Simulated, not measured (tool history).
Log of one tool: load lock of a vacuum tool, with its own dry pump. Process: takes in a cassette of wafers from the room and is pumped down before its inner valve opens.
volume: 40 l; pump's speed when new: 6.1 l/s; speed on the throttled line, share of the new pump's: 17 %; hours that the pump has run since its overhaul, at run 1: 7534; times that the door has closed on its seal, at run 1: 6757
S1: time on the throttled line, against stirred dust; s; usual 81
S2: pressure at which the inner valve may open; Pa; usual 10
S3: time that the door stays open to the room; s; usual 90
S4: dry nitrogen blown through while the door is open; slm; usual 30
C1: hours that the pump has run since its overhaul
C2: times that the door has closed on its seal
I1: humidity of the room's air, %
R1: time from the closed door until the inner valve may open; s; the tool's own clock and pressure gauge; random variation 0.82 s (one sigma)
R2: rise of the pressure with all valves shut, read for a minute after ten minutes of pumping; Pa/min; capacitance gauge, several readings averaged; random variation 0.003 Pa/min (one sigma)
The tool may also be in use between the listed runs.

| run | day | S1 | S2 | S3 | S4 | C1 | C2 | I1 | R1 | R2 |
|---|---|---|---|---|---|---|---|---|---|---|
| 1 | 0.000 | 81 | 10 | 90 | 30 | 7534 | 6757 | 45.8 | 136.3 | 0.032 |
| 2 | 13.954 | 81 | 10 | 90 | 19 | 7869 | 8056 | 45.5 | 135.6 | 0.042 |
| 3 | 24.583 | 81 | 10 | 90 | 28 | 8124 | 9045 | 43.1 | 135.8 | 0.043 |
| 4 | 40.904 | 81 | 10 | 90 | 28 | 8516 | 10564 | 44.3 | 135.7 | 0.051 |
| 5 | 50.208 | 81 | 10 | 90 | 28 | 8739 | 11430 | 45.7 | 137.0 | 0.054 |
| 6 | 57.283 | 81 | 10 | 90 | 28 | 8909 | 12089 | 44.1 | 136.8 | 0.054 |
| 7 | 64.379 | 81 | 10 | 90 | 28 | 9079 | 12749 | 41.7 | 137.6 | 0.064 |
| 8 | 76.050 | 81 | 10 | 90 | 28 | 9359 | 13836 | 42.7 | 139.4 | 0.067 |
| 9 | 85.850 | 81 | 10 | 90 | 28 | 9595 | 14748 | 45.7 | 137.3 | 0.070 |
| 10 | 92.825 | 81 | 10 | 90 | 28 | 9762 | 15397 | 46.7 | 137.7 | 0.070 |
| 11 | 99.867 | 59 | 10 | 90 | 30 | 9931 | 16053 | 42.5 | 119.4 | 0.070 |
| 12 | 107.683 | 81 | 10 | 28 | 30 | 10119 | 16780 | 44.5 | 139.6 | 0.070 |
| 13 | 122.988 | 152 | 8 | 116 | 7 | 10486 | 18205 | 45.5 | 196.5 | 0.107 |
| 14 | 138.671 | 73 | 8 | 137 | 7 | 10862 | 19665 | 43.4 | 135.8 | 0.116 |
| 15 | 152.921 | 107 | 10 | 90 | 24 | 11204 | 20992 | 48.5 | 160.5 | 0.107 |
| 16 | 164.783 | 137 | 10 | 102 | 30 | 11489 | 22096 | 44.0 | 184.5 | 0.111 |
| 17 | 177.167 | 53 | 9 | 74 | 6 | 11786 | 23249 | 45.3 | 120.2 | 0.127 |
| 18 | 187.142 | 75 | 13 | 90 | 30 | 12026 | 24177 | 48.1 | 134.3 | 0.116 |
| 19 | 198.979 | 67 | 13 | 90 | 30 | 12310 | 25279 | 41.1 | 129.1 | 0.125 |

Hidden state or all else? Some run-to-run changes of R1, split into what the settings, what came in and random variation would give without the hidden state, and what is left for the hidden state (with any gauge scatter that isn't in both results):
The hidden state here: pump's speed, % of a new pump's; leak at the door's seal, Pa l/s; drift of the gauge itself on ready_s, %; drift of the gauge itself on rise_pa_min, %.
Run 16 -> 17: S1 137 -> 53, S2 10 -> 9, S3 102 -> 74, S4 30 -> 6. R1 -64.3 s: hidden state +4.8, all else -69.1.
